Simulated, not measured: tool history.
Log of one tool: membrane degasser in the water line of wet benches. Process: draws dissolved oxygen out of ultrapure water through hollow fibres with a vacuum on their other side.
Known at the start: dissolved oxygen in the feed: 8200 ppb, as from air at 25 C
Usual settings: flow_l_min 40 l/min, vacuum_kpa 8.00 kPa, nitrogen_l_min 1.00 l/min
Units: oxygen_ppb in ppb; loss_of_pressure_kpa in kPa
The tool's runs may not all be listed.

run	day	flow_l_min	vacuum_kpa	nitrogen_l_min	oxygen_ppb	loss_of_pressure_kpa
1	0.000	40	8.00	1.00	643.9	70.90
2	5.279	40	5.02	1.00	433.2	70.38
3	14.454	40	8.00	1.00	648.5	70.66
4	22.792	40	8.00	1.00	640.0	70.86
5	28.271	40	8.00	1.00	657.7	71.09
# day 34.096: seals of the vacuum lines changed
6	37.562	40	8.00	1.00	656.2	70.56
7	42.854	25	8.00	1.00	371.4	44.38
8	49.025	25	12.02	0.67	736.0	44.25
9	57.500	25	12.02	0.67	741.8	44.42

Forecast run 10:
10	69.988	59	15.56	0.85	?	?

oxygen_ppb: 1752.6 ppb
loss_of_pressure_kpa: 105.43 kPa
Without the tool's hidden state the same run would have given oxygen_ppb 1699.4 ppb, loss_of_pressure_kpa 103.23 kPa.
